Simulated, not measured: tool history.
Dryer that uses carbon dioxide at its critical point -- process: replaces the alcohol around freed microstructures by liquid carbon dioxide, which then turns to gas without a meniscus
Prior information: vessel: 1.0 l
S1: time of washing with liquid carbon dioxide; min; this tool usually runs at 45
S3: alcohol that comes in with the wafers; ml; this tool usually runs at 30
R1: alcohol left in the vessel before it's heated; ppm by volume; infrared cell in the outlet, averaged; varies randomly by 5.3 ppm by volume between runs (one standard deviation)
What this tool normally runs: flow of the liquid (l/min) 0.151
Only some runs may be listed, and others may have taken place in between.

run 1 hour=0 | S1=45 flow_of_the_liquid_(l/min)=0.151 S3=30 | R1=216
run 2 hour=8.3 | S1=62 flow_of_the_liquid_(l/min)=0.151 S3=30 | R1=61
run 3 hour=17.7 | S1=39 flow_of_the_liquid_(l/min)=0.151 S3=30 | R1=409
run 4 hour=33.3 | S1=45 flow_of_the_liquid_(l/min)=0.151 S3=22 | R1=175
run 5 hour=45.4 | S1=45 flow_of_the_liquid_(l/min)=0.151 S3=22 | R1=181
run 6 hour=60.3 | S1=45 flow_of_the_liquid_(l/min)=0.151 S3=22 | R1=192
run 7 hour=71.1 | S1=45 flow_of_the_liquid_(l/min)=0.151 S3=22 | R1=192
run 8 hour=82.5 | S1=69 flow_of_the_liquid_(l/min)=0.151 S3=22 | R1=44
run 9 hour=96.6 | S1=69 flow_of_the_liquid_(l/min)=0.151 S3=22 | R1=54
run 10 hour=111.7 | S1=69 flow_of_the_liquid_(l/min)=0.184 S3=22 | R1=45
run 11 hour=119.1 | S1=45 flow_of_the_liquid_(l/min)=0.151 S3=30 | R1=243
run 12 hour=130.2 | S1=45 flow_of_the_liquid_(l/min)=0.151 S3=30 | R1=259
run 13 hour=143.2 | S1=45 flow_of_the_liquid_(l/min)=0.151 S3=30 | R1=263
run 14 hour=151.2 | S1=45 flow_of_the_liquid_(l/min)=0.126 S3=30 | R1=522
run 15 hour=160.1 | S1=45 flow_of_the_liquid_(l/min)=0.184 S3=30 | R1=127
run 16 hour=166.6 | S1=45 flow_of_the_liquid_(l/min)=0.226 S3=30 | R1=74
run 17 hour=177.5 | S1=42 flow_of_the_liquid_(l/min)=0.123 S3=30 | R1=740
run 18 hour=186 | S1=54 flow_of_the_liquid_(l/min)=0.215 S3=29 | R1=63
run 19 hour=193.4 | S1=56 flow_of_the_liquid_(l/min)=0.126 S3=62 | R1=422
run 20 hour=203.7 | S1=56 flow_of_the_liquid_(l/min)=0.126 S3=62 | R1=438
run 21 hour=216.9 | S1=40 flow_of_the_liquid_(l/min)=0.151 S3=33 | R1=489
run 22 hour=229.9 | S1=31 flow_of_the_liquid_(l/min)=0.151 S3=63 | R1=2231
run 23 hour=240 | S1=45 flow_of_the_liquid_(l/min)=0.15 S3=30 | R1=303
run 24 hour=247.4 | S1=69 flow_of_the_liquid_(l/min)=0.167 S3=28 | R1=58
run 25 hour=257.9 | S1=45 flow_of_the_liquid_(l/min)=0.176 S3=30 | R1=165
run 26 hour=270.3 | S1=45 flow_of_the_liquid_(l/min)=0.176 S3=30 | R1=165
run 27 hour=285.5 | S1=45 flow_of_the_liquid_(l/min)=0.176 S3=54 | R1=257
run 28 hour=301 | S1=45 flow_of_the_liquid_(l/min)=0.176 S3=54 | R1=275
run 29 hour=313.9 | S1=45 flow_of_the_liquid_(l/min)=0.109 S3=30 | R1=960

Each row is a separate what-if for the run after 29, all from the same tool condition, not one after another. Results?
run A hour=322.2 | S1=65 flow_of_the_liquid_(l/min)=0.218 S3=32 | R1=?
run B hour=322.2 | S1=48 flow_of_the_liquid_(l/min)=0.148 S3=30 | R1=?
run C hour=322.2 | S1=64 flow_of_the_liquid_(l/min)=0.109 S3=30 | R1=?
run D hour=322.2 | S1=68 flow_of_the_liquid_(l/min)=0.109 S3=30 | R1=?
run E hour=322.2 | S1=45 flow_of_the_liquid_(l/min)=0.235 S3=100 | R1=?

run=A R1=51
run=B R1=265
run=C R1=267
run=D R1=212
run=E R1=117
With the hidden condition removed and each run's random variation left untouched, the same runs would have given:
run=A R1=0
run=B R1=95
run=C R1=89
run=D R1=63
run=E R1=16
